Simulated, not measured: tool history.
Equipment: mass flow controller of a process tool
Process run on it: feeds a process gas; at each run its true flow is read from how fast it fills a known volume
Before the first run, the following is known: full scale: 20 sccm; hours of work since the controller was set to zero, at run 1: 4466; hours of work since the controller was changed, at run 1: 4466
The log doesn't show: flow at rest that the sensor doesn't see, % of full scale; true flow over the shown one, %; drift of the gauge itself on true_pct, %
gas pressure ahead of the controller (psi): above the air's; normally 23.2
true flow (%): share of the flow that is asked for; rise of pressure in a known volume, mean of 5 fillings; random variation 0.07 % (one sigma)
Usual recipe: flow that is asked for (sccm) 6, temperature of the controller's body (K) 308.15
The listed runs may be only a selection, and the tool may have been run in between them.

run    hour  flow that is asked for (sccm)  gas pressure ahead of the controller (psi)  temperature of the controller's body (K)  hours of work since the controller was set to zero  hours of work since the controller was changed  true flow (%)
  1       0                              6                                        23.2                                    308.15                                                4466                                            4466          92.78
  2   114.5                              6                                        23.2                                    308.15                                                4520                                            4520          92.71
  3   222.6                              6                                        23.2                                    308.15                                                4571                                            4571          92.59
  4   295.5                              6                                        23.2                                    308.15                                                4605                                            4605          92.65
  5     377                              6                                        23.2                                    308.15                                                4643                                            4643          92.44
  6     485                              6                                        23.2                                    308.15                                                4694                                            4694          92.53
  7   588.5                              6                                        39.7                                    308.15                                                4743                                            4743          92.02
  8   646.9                              6                                        39.7                                    308.15                                                4770                                            4770          91.79
  9   707.7                              6                                        23.2                                    308.15                                                4799                                            4799           92.4
 10   772.4                              6                                        23.2                                    308.15                                                4829                                            4829          92.36
 11   848.4                             19                                          21                                    304.15                                                4865                                            4865          96.27
 12   961.2                              6                                        21.6                                    308.15                                                4918                                            4918          92.34
 13  1023.3                              6                                        21.6                                    308.15                                                4947                                            4947          92.28
 14  1121.8                              6                                        25.1                                    308.15                                                4993                                            4993          91.97
 15    1178                              4                                        23.2                                    312.15                                                5020                                            5020          90.51
 16    1259                              4                                        23.2                                    298.15                                                5058                                            5058          88.96
 17  1379.4                              9                                        23.2                                    311.15                                                5114                                            5114          93.95

Forecast each of these 5 alternatives for the next run:
  A  1436.1                              3                                        23.2                                    311.15                                                5141                                            5141              ?
  B  1436.1                              6                                        23.2                                    312.15                                                5141                                            5141              ?
  C  1436.1                              9                                        23.2                                    300.15                                                5141                                            5141              ?
  D  1436.1                             16                                        28.6                                    297.15                                                5141                                            5141              ?
  E  1436.1                             18                                        23.2                                    311.15                                                5141                                            5141              ?

run  true flow (%)
  A          88.25
  B          92.17
  C           92.6
  D          94.27
  E           96.6
Without the tool's hidden state the same runs would have given:
run  true flow (%)
  A          98.73
  B          99.23
  C          98.52
  D           99.2
  E         101.39
